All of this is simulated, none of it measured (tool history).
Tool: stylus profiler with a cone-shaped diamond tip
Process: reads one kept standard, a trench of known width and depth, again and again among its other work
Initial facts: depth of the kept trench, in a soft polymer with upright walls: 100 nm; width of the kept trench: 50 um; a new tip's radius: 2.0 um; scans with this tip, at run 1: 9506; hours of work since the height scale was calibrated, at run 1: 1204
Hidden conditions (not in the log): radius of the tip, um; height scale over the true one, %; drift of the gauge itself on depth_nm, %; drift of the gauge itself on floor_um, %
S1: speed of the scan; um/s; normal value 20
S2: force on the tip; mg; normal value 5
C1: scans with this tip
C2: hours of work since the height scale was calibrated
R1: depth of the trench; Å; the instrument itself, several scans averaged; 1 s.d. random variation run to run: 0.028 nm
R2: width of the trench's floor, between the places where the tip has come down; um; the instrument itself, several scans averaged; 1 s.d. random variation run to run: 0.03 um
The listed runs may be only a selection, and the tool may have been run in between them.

run 1 day=0 | S1=20 S2=5 | C1=9506 C2=1204 | R1=1025.5 R2=48.42
run 2 day=1.662 | S1=20 S2=5 | C1=9701 C2=1229 | R1=1025.4 R2=48.34
run 3 day=4.4 | S1=10 S2=5 | C1=10022 C2=1269 | R1=1025.3 R2=48.41
run 4 day=6.696 | S1=10 S2=5 | C1=10291 C2=1303 | R1=1025.6 R2=48.36
run 5 day=7.908 | S1=8 S2=5 | C1=10432 C2=1321 | R1=1025.3 R2=48.43
run 6 day=9.946 | S1=20 S2=5 | C1=10671 C2=1352 | R1=1025.6 R2=48.3
run 7 day=12.708 | S1=20 S2=5 | C1=10995 C2=1393 | R1=1025.6 R2=48.32
run 8 day=14.517 | S1=20 S2=3.86 | C1=11207 C2=1419 | R1=1022.3 R2=48.35
run 9 day=16.988 | S1=20 S2=2.88 | C1=11496 C2=1456 | R1=1018.8 R2=48.3
run 10 day=19.738 | S1=20 S2=2.88 | C1=11818 C2=1497 | R1=1018.7 R2=48.27
run 11 day=21.021 | S1=20 S2=5 | C1=11968 C2=1516 | R1=1026.3 R2=48.3
run 12 day=23.338 | S1=20 S2=5 | C1=12239 C2=1550 | R1=1025.9 R2=48.26
run 13 day=25.717 | S1=20 S2=5 | C1=12518 C2=1586 | R1=1025.9 R2=48.32
-- day=28.008 height scale calibrated on a step standard
run 14 day=28.046 | S1=20 S2=5 | C1=12788 C2=1 | R1=1023.1 R2=48.24
run 15 day=30.442 | S1=20 S2=5 | C1=13069 C2=36 | R1=1023 R2=48.29
run 16 day=32.379 | S1=20 S2=5 | C1=13296 C2=65 | R1=1023.5 R2=48.3
-- day=34.388 new tip fitted, height scale calibrated
run 17 day=34.775 | S1=20 S2=5 | C1=46 C2=6 | R1=1022.3 R2=48.69
run 18 day=37.317 | S1=20 S2=3.41 | C1=343 C2=43 | R1=1016.8 R2=48.65
run 19 day=38.946 | S1=20 S2=5 | C1=534 C2=68 | R1=1022.5 R2=48.69
run 20 day=41.225 | S1=69 S2=5 | C1=801 C2=101 | R1=1022.9 R2=48.48
run 21 day=42.896 | S1=69 S2=5 | C1=996 C2=126 | R1=1022.1 R2=48.54
run 22 day=45.617 | S1=69 S2=5 | C1=1315 C2=167 | R1=1022.5 R2=48.47
run 23 day=47.692 | S1=69 S2=5 | C1=1559 C2=197 | R1=1022.8 R2=48.51
run 24 day=49.071 | S1=69 S2=5 | C1=1720 C2=218 | R1=1022.7 R2=48.46

Run 25 is up next; what results do you expect?
run 25 day=50.625 | S1=12 S2=9.9 | C1=1902 C2=241 | R1=? R2=?

R1: 1036.6 Å
R2: 48.7 um
Without the tool's hidden state the same run would have given R1 1036.6 Å, R2 48.74 um.
